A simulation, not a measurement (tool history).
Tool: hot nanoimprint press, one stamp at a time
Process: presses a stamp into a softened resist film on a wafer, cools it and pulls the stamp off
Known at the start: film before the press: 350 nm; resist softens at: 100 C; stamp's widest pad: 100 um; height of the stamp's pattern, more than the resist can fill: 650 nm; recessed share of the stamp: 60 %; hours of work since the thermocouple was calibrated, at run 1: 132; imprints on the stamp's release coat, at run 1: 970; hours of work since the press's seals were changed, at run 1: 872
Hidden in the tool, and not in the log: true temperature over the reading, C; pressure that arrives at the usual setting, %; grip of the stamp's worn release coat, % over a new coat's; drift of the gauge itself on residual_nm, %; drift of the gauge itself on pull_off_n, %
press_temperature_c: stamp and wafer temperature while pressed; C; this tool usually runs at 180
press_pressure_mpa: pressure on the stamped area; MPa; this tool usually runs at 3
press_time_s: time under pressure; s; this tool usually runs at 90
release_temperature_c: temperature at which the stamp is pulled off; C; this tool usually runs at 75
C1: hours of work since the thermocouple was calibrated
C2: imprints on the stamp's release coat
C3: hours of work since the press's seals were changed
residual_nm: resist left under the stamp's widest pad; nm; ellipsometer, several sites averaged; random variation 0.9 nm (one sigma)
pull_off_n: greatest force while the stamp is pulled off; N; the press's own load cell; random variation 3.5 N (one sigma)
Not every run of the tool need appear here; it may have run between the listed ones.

Run 1, day 0: usual settings; C1 132; C2 970; C3 872. Result: residual_nm 126.5 nm, pull_off_n 248 N.
At day 0.988: stamp cleaned and given a new release coat.
Run 2, day 1.342: usual settings but press_time_s 127 s; C1 145; C2 31; C3 885. Result: residual_nm 110.7 nm, pull_off_n 170 N.
Run 3, day 3.125: usual settings but press_time_s 127 s; C1 166; C2 187; C3 907. Result: residual_nm 107.5 nm, pull_off_n 182 N.
Run 4, day 4.212: usual settings but press_time_s 127 s; C1 179; C2 282; C3 920. Result: residual_nm 109.5 nm, pull_off_n 193 N.
Run 5, day 5.546: usual settings but press_time_s 127 s; C1 195; C2 398; C3 935. Result: residual_nm 110.1 nm, pull_off_n 193 N.
Run 6, day 7.367: usual settings; C1 217; C2 557; C3 957. Result: residual_nm 124.6 nm, pull_off_n 205 N.
Run 7, day 9.329: usual settings; C1 240; C2 728; C3 981. Result: residual_nm 125.6 nm, pull_off_n 217 N.
Run 8, day 11.4: usual settings; C1 265; C2 910; C3 1005. Result: residual_nm 122.9 nm, pull_off_n 240 N.
At day 13.104: stamp cleaned and given a new release coat.
Run 9, day 13.7: usual settings; C1 289; C2 53; C3 1030. Result: residual_nm 123.2 nm, pull_off_n 169 N.
At day 15.804: plate thermocouple calibrated.
Run 10, day 15.979: usual settings; C1 2; C2 241; C3 1055. Result: residual_nm 130.7 nm, pull_off_n 187 N.
Run 11, day 17.112: usual settings; C1 16; C2 340; C3 1069. Result: residual_nm 127 nm, pull_off_n 196 N.
Run 12, day 19.154: usual settings; C1 40; C2 518; C3 1093. Result: residual_nm 128 nm, pull_off_n 204 N.
Run 13, day 20.783: usual settings but press_temperature_c 175 C; C1 59; C2 660; C3 1112. Result: residual_nm 155.7 nm, pull_off_n 214 N.
Run 14, day 22.662: usual settings but press_temperature_c 175 C; C1 82; C2 825; C3 1135. Result: residual_nm 155.4 nm, pull_off_n 228 N.
Run 15, day 24.738: usual settings but press_temperature_c 175 C; C1 106; C2 1006; C3 1160. Result: residual_nm 154.5 nm, pull_off_n 252 N.
At day 25.346: stamp cleaned and given a new release coat.
Run 16, day 26.579: usual settings but press_temperature_c 174 C; C1 125; C2 108; C3 1178. Result: residual_nm 159.6 nm, pull_off_n 179 N.
At day 27.467: press's hydraulic seals changed and the load cell set to zero.
Run 17, day 27.833: usual settings but press_pressure_mpa 2.62 MPa, press_time_s 68 s; C1 136; C2 188; C3 4. Result: residual_nm 142.8 nm, pull_off_n 180 N.
Run 18, day 29.067: usual settings but press_temperature_c 182 C, press_pressure_mpa 2.18 MPa, release_temperature_c 66 C; C1 151; C2 296; C3 19. Result: residual_nm 128.7 nm, pull_off_n 233 N.
Run 19, day 30.204: usual settings but press_temperature_c 187 C, press_pressure_mpa 2.36 MPa, release_temperature_c 64 C; C1 164; C2 395; C3 33. Result: residual_nm 101.2 nm, pull_off_n 252 N.
Run 20, day 31.688: usual settings but press_temperature_c 174 C, press_pressure_mpa 2.36 MPa, press_time_s 120 s, release_temperature_c 73 C; C1 182; C2 525; C3 50. Result: residual_nm 151.1 nm, pull_off_n 210 N.
Run 21, day 32.721: usual settings but press_temperature_c 174 C, press_pressure_mpa 2.36 MPa, press_time_s 120 s, release_temperature_c 73 C; C1 194; C2 615; C3 63. Result: residual_nm 151.6 nm, pull_off_n 220 N.
Run 22, day 33.638: usual settings but press_temperature_c 185 C, press_pressure_mpa 2.09 MPa, release_temperature_c 72 C; C1 205; C2 695; C3 74. Result: residual_nm 115.6 nm, pull_off_n 227 N.
Run 23, day 35.125: usual settings but press_temperature_c 175 C, press_pressure_mpa 2.09 MPa, press_time_s 175 s, release_temperature_c 72 C; C1 223; C2 825; C3 91. Result: residual_nm 132.8 nm, pull_off_n 250 N.
Run 24, day 36.492: usual settings but press_pressure_mpa 2.92 MPa, press_time_s 180 s; C1 239; C2 945; C3 107. Result: residual_nm 87.2 nm, pull_off_n 251 N.
At day 37.854: stamp cleaned and given a new release coat.
Run 25, day 38.188: usual settings but press_temperature_c 177 C, press_pressure_mpa 3.64 MPa; C1 257; C2 29; C3 125. Result: residual_nm 121.4 nm, pull_off_n 165 N.
Run 26, day 40.312: usual settings but press_temperature_c 177 C, press_pressure_mpa 3.64 MPa; C1 282; C2 214; C3 150. Result: residual_nm 121.1 nm, pull_off_n 179 N.
Run 27, day 41.646: usual settings but press_temperature_c 174 C, press_pressure_mpa 3.64 MPa, press_time_s 68 s; C1 298; C2 331; C3 166. Result: residual_nm 152.4 nm, pull_off_n 181 N.
At day 43.117: plate thermocouple calibrated.
Run 28, day 43.504: usual settings but press_temperature_c 182 C, press_time_s 166 s, release_temperature_c 67 C; C1 5; C2 482; C3 186. Result: residual_nm 89.9 nm, pull_off_n 253 N.
Run 29, day 45.142: usual settings but press_temperature_c 182 C, press_time_s 166 s, release_temperature_c 67 C; C1 24; C2 625; C3 206. Result: residual_nm 88 nm, pull_off_n 268 N.

Consider 3 possible next runs. They are alternatives, not a sequence: every one starts from the tool as it was left by run 29. What does each give?
Run A, day 46.954: usual settings but press_temperature_c 183 C, release_temperature_c 65 C; C1 46; C2 784; C3 228. Result: residual_nm ?, pull_off_n ?.
Run B, day 46.954: usual settings but press_time_s 89 s; C1 46; C2 784; C3 228. Result: residual_nm ?, pull_off_n ?.
Run C, day 46.954: usual settings but press_temperature_c 169 C; C1 46; C2 784; C3 228. Result: residual_nm ?, pull_off_n ?.

run  residual_nm  pull_off_n
  A        109.2         293
  B        124.8         231
  C          196         238
With no hidden state in the tool, these same runs would have given:
run  residual_nm  pull_off_n
  A        108.9         215
  B        124.5         169
  C        195.8         175
